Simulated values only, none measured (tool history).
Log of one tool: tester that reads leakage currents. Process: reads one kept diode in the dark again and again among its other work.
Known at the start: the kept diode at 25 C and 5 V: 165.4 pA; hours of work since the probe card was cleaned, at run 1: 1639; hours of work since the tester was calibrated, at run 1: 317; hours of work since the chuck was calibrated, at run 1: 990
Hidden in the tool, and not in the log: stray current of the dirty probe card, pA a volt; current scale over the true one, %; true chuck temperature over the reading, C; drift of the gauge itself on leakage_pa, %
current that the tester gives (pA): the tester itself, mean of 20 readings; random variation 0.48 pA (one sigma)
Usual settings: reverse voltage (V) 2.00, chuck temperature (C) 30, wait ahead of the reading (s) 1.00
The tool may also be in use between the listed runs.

run	day	reverse voltage (V)	chuck temperature (C)	wait ahead of the reading (s)	hours of work since the probe card was cleaned	hours of work since the tester was calibrated	hours of work since the chuck was calibrated	current that the tester gives (pA)
1	0.000	2.00	30	1.00	1639	317	990	150.48
2	2.700	2.00	30	1.00	1689	366	1040	150.26
3	6.879	2.00	30	1.00	1765	442	1116	148.86
4	12.642	1.81	30	1.00	1871	548	1222	141.68
5	17.679	2.00	30	1.00	1963	640	1314	148.72
# day 18.925: chuck's temperature calibrated
6	21.904	5.97	30	1.00	2039	716	55	268.17
7	26.717	2.00	30	1.00	2127	804	143	157.06
8	32.033	2.00	30	1.00	2225	902	240	156.61
9	37.529	2.41	23	0.94	2325	1002	341	99.60
10	41.529	2.00	30	5.42	2398	1076	414	154.53
11	45.500	2.00	30	5.42	2471	1148	487	153.50
12	48.371	2.00	37	9.47	2524	1201	539	257.69
13	52.442	3.95	30	6.84	2598	1275	614	212.84

Measured less the same run without the tool's hidden state. The same run-to-run variation is in both; the gauge's scatter may not be:
run	current that the tester gives (pA)
1	-7.08
2	-7.42
3	-7.88
4	-8.27
5	-9.34
6	+0.93
7	-0.70
8	-1.38
9	-0.97
10	-2.73
11	-3.31
12	-6.49
13	-5.35
